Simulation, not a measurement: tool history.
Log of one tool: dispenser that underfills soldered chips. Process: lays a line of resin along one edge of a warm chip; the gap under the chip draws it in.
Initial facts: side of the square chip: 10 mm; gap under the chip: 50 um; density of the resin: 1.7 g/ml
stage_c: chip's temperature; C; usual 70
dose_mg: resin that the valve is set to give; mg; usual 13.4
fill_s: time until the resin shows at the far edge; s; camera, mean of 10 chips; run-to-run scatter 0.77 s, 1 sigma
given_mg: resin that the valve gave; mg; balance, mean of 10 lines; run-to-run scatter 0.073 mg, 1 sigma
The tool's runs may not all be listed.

run	hour	stage_c	dose_mg	fill_s	given_mg
1	0.0	70	13.4	157.5	12.82
# hour 1.4: new syringe of resin
2	6.7	70	13.4	91.2	12.77
3	16.7	70	13.4	152.5	12.65
# hour 18.6: new syringe of resin
4	24.8	70	13.4	95.3	12.73
5	30.3	70	13.4	124.3	12.66
# hour 35.7: new syringe of resin
6	40.1	70	13.4	89.6	12.42
7	47.4	64	13.4	180.2	12.52
# hour 52.5: new syringe of resin
8	54.9	63	13.4	117.0	12.60
# hour 64.8: dispensing valve cleaned and set on the balance
9	66.2	70	13.4	135.0	13.42
# hour 70.1: new syringe of resin
10	74.2	70	13.4	85.4	13.29
11	80.1	66	13.4	141.3	13.20
# hour 87.0: new syringe of resin
12	90.1	70	16.6	80.8	16.34
13	96.2	60	15.4	184.4	15.32
# hour 103.6: new syringe of resin
14	105.9	66	16.2	94.1	15.98
15	113.6	66	16.2	139.0	15.98
# hour 120.6: new syringe of resin
16	123.7	63	11.8	121.5	11.61
17	132.9	70	14.9	131.8	14.54
# hour 137.4: new syringe of resin
18	138.2	70	15.9	68.3	15.51

Run 19 has not been measured yet. What should we expect?
19	149.3	76	16.3	?	?

Run 19 yielded fill_s 91.8 s, given_mg 15.81 mg.
Had the tool carried no hidden state, the very same run would have given fill_s 51.1 s, given_mg 16.34 mg.

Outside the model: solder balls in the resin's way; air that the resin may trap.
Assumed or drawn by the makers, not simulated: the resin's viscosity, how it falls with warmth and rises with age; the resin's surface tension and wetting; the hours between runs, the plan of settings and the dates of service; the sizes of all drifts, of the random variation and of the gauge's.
